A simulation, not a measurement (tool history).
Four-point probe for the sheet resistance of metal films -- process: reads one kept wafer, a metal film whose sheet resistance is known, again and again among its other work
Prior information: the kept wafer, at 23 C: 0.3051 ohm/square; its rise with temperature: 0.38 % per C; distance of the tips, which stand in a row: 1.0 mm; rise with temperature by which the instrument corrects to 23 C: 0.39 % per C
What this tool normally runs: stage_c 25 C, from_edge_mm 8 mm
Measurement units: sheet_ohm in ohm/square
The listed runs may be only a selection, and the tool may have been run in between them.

run,hour,stage_c,from_edge_mm,sheet_ohm
1,0,25,8,0.307628
2,37.9,25,8,0.307488
3,77.3,25,8,0.307672
4,114.6,22,8,0.307683
5,133,22,8,0.30765
6,169.2,33,8,0.30726
7,204.9,33,8,0.307347
8,230.8,25,8,0.307669
9,266.9,25,8,0.307569
10,286,19,27,0.305471
11,309.6,19,24,0.305496
12,339.3,19,24,0.305579
13,378.1,19,46,0.305247
14,412.1,25,64,0.305078
15,446.8,29,11,0.306231
16,464.5,29,11,0.306229
17,486.6,23,10,0.30671

4 options for the next run, each taken on its own from the tool as it stands now. Forecast them:
A,517.5,23,66,?
B,517.5,28,5,?
C,517.5,31,13,?
D,517.5,26,4,?

run,sheet_ohm
A,0.305043
B,0.311424
C,0.305754
D,0.31493
With the hidden condition removed and each run's random variation left untouched, the same runs would have given:
run,sheet_ohm
A,0.305038
B,0.311419
C,0.305749
D,0.314925
